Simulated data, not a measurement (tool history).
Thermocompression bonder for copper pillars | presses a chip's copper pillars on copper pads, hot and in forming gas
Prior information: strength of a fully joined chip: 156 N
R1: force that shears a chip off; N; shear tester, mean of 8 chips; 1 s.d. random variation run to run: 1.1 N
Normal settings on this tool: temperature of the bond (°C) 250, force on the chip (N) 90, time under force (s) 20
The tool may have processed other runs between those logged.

{"run": 1, "hour": 0.0, "temperature of the bond (°C)": 250, "force on the chip (N)": 90, "time under force (s)": 20, "R1": 87.3}
{"run": 2, "hour": 41.9, "temperature of the bond (°C)": 250, "force on the chip (N)": 125, "time under force (s)": 20, "R1": 104.4}
{"run": 3, "hour": 72.5, "temperature of the bond (°C)": 250, "force on the chip (N)": 125, "time under force (s)": 20, "R1": 103.7}
{"run": 4, "hour": 107.9, "temperature of the bond (°C)": 250, "force on the chip (N)": 125, "time under force (s)": 20, "R1": 102.1}
{"run": 5, "hour": 140.0, "temperature of the bond (°C)": 250, "force on the chip (N)": 85, "time under force (s)": 20, "R1": 80.6}
{"run": 6, "hour": 182.4, "temperature of the bond (°C)": 250, "force on the chip (N)": 85, "time under force (s)": 20, "R1": 80.9}
{"run": 7, "hour": 202.2, "temperature of the bond (°C)": 250, "force on the chip (N)": 85, "time under force (s)": 20, "R1": 80}
{"run": 8, "hour": 232.6, "temperature of the bond (°C)": 250, "force on the chip (N)": 85, "time under force (s)": 20, "R1": 80.3}
{"hour": 254.2, "done": "forming gas filter changed"}
{"run": 9, "hour": 262.1, "temperature of the bond (°C)": 250, "force on the chip (N)": 90, "time under force (s)": 20, "R1": 89.2}
{"run": 10, "hour": 297.1, "temperature of the bond (°C)": 250, "force on the chip (N)": 90, "time under force (s)": 20, "R1": 88.9}
{"run": 11, "hour": 343.9, "temperature of the bond (°C)": 257, "force on the chip (N)": 90, "time under force (s)": 20, "R1": 91.8}
{"run": 12, "hour": 381.1, "temperature of the bond (°C)": 257, "force on the chip (N)": 90, "time under force (s)": 20, "R1": 90.4}
{"run": 13, "hour": 418.1, "temperature of the bond (°C)": 257, "force on the chip (N)": 90, "time under force (s)": 20, "R1": 90.1}
{"run": 14, "hour": 438.4, "temperature of the bond (°C)": 257, "force on the chip (N)": 90, "time under force (s)": 20, "R1": 90.3}
{"run": 15, "hour": 471.6, "temperature of the bond (°C)": 257, "force on the chip (N)": 90, "time under force (s)": 20, "R1": 89.8}
{"run": 16, "hour": 516.2, "temperature of the bond (°C)": 250, "force on the chip (N)": 90, "time under force (s)": 20, "R1": 82.4}
{"run": 17, "hour": 564.0, "temperature of the bond (°C)": 250, "force on the chip (N)": 90, "time under force (s)": 20, "R1": 79.5}
{"run": 18, "hour": 602.0, "temperature of the bond (°C)": 250, "force on the chip (N)": 90, "time under force (s)": 20, "R1": 82}
{"run": 19, "hour": 628.2, "temperature of the bond (°C)": 250, "force on the chip (N)": 90, "time under force (s)": 20, "R1": 78.6}
{"run": 20, "hour": 661.5, "temperature of the bond (°C)": 250, "force on the chip (N)": 90, "time under force (s)": 20, "R1": 78.1}
{"hour": 682.3, "done": "forming gas filter changed"}
{"run": 21, "hour": 682.3, "temperature of the bond (°C)": 250, "force on the chip (N)": 90, "time under force (s)": 15, "R1": 78.1}
{"run": 22, "hour": 704.2, "temperature of the bond (°C)": 250, "force on the chip (N)": 69, "time under force (s)": 15, "R1": 65}
{"run": 23, "hour": 728.8, "temperature of the bond (°C)": 225, "force on the chip (N)": 90, "time under force (s)": 20, "R1": 65.8}
{"run": 24, "hour": 772.7, "temperature of the bond (°C)": 225, "force on the chip (N)": 90, "time under force (s)": 20, "R1": 64.7}
{"run": 25, "hour": 810.8, "temperature of the bond (°C)": 250, "force on the chip (N)": 56, "time under force (s)": 25, "R1": 63.2}
{"run": 26, "hour": 853.7, "temperature of the bond (°C)": 250, "force on the chip (N)": 56, "time under force (s)": 25, "R1": 63.3}
{"run": 27, "hour": 892.3, "temperature of the bond (°C)": 250, "force on the chip (N)": 57, "time under force (s)": 25, "R1": 63.4}
{"run": 28, "hour": 919.2, "temperature of the bond (°C)": 272, "force on the chip (N)": 62, "time under force (s)": 17, "R1": 70.5}
{"run": 29, "hour": 938.4, "temperature of the bond (°C)": 255, "force on the chip (N)": 90, "time under force (s)": 20, "R1": 82.9}
{"run": 30, "hour": 974.9, "temperature of the bond (°C)": 250, "force on the chip (N)": 97, "time under force (s)": 32, "R1": 95.8}
{"run": 31, "hour": 1014.5, "temperature of the bond (°C)": 277, "force on the chip (N)": 78, "time under force (s)": 20, "R1": 88.1}
{"run": 32, "hour": 1037.1, "temperature of the bond (°C)": 231, "force on the chip (N)": 90, "time under force (s)": 11, "R1": 50.7}

Run 33 comes next. What will it give?
{"run": 33, "hour": 1061.2, "temperature of the bond (°C)": 250, "force on the chip (N)": 54, "time under force (s)": 16, "R1": "?"}

{"run 33": {"R1": 47}}
Were there no unlogged condition in the tool, this run, its random variation unchanged, would have produced R1 59 N.

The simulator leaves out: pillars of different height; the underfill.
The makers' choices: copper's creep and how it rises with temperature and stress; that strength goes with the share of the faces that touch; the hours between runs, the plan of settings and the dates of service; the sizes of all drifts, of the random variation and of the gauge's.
